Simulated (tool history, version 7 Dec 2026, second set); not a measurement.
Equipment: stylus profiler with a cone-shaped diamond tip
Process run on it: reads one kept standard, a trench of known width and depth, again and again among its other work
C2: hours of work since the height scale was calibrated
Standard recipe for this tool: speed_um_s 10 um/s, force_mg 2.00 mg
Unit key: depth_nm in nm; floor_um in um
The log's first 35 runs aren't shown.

run 36 hour=448.7 | speed_um_s=8 force_mg=0.93 | scans_with_this_tip=2236 C2=496 | depth_nm=1008.16 floor_um=25.88
run 37 hour=458.2 | speed_um_s=9 force_mg=0.68 | scans_with_this_tip=2265 C2=503 | depth_nm=1006.65 floor_um=25.85
run 38 hour=466.2 | speed_um_s=28 force_mg=2.00 | scans_with_this_tip=2289 C2=508 | depth_nm=1012.39 floor_um=25.79
run 39 hour=482.4 | speed_um_s=28 force_mg=5.02 | scans_with_this_tip=2339 C2=519 | depth_nm=1021.74 floor_um=25.84
run 40 hour=495.7 | speed_um_s=23 force_mg=5.88 | scans_with_this_tip=2379 C2=528 | depth_nm=1024.48 floor_um=25.84
run 41 hour=508.2 | speed_um_s=17 force_mg=1.89 | scans_with_this_tip=2417 C2=536 | depth_nm=1012.09 floor_um=25.79
run 42 hour=518.8 | speed_um_s=17 force_mg=1.89 | scans_with_this_tip=2450 C2=544 | depth_nm=1012.19 floor_um=25.82
run 43 hour=534.1 | speed_um_s=17 force_mg=1.89 | scans_with_this_tip=2496 C2=554 | depth_nm=1012.41 floor_um=25.80
run 44 hour=542.7 | speed_um_s=17 force_mg=1.89 | scans_with_this_tip=2523 C2=560 | depth_nm=1012.13 floor_um=25.74
run 45 hour=550.9 | speed_um_s=14 force_mg=2.00 | scans_with_this_tip=2547 C2=565 | depth_nm=1013.13 floor_um=25.86
run 46 hour=562.5 | speed_um_s=2 force_mg=0.74 | scans_with_this_tip=2583 C2=573 | depth_nm=1007.73 floor_um=25.85
run 47 hour=570.7 | speed_um_s=2 force_mg=0.74 | scans_with_this_tip=2608 C2=579 | depth_nm=1007.27 floor_um=25.88
run 48 hour=587.0 | speed_um_s=2 force_mg=0.74 | scans_with_this_tip=2658 C2=590 | depth_nm=1007.41 floor_um=25.83

Here are 3 independent what-if runs from the current tool condition. What would each one return?
run A hour=594.3 | speed_um_s=12 force_mg=2.90 | scans_with_this_tip=2680 C2=595 | depth_nm=? floor_um=?
run B hour=594.3 | speed_um_s=2 force_mg=3.43 | scans_with_this_tip=2680 C2=595 | depth_nm=? floor_um=?
run C hour=594.3 | speed_um_s=10 force_mg=2.31 | scans_with_this_tip=2680 C2=595 | depth_nm=? floor_um=?

run=A depth_nm=1015.63 floor_um=25.83
run=B depth_nm=1017.33 floor_um=25.87
run=C depth_nm=1014.07 floor_um=25.86
The same runs, with their run-to-run variation unchanged, on a tool lacking any hidden condition would have given:
run=A depth_nm=1013.78 floor_um=25.97
run=B depth_nm=1015.48 floor_um=26.01
run=C depth_nm=1012.22 floor_um=26.00

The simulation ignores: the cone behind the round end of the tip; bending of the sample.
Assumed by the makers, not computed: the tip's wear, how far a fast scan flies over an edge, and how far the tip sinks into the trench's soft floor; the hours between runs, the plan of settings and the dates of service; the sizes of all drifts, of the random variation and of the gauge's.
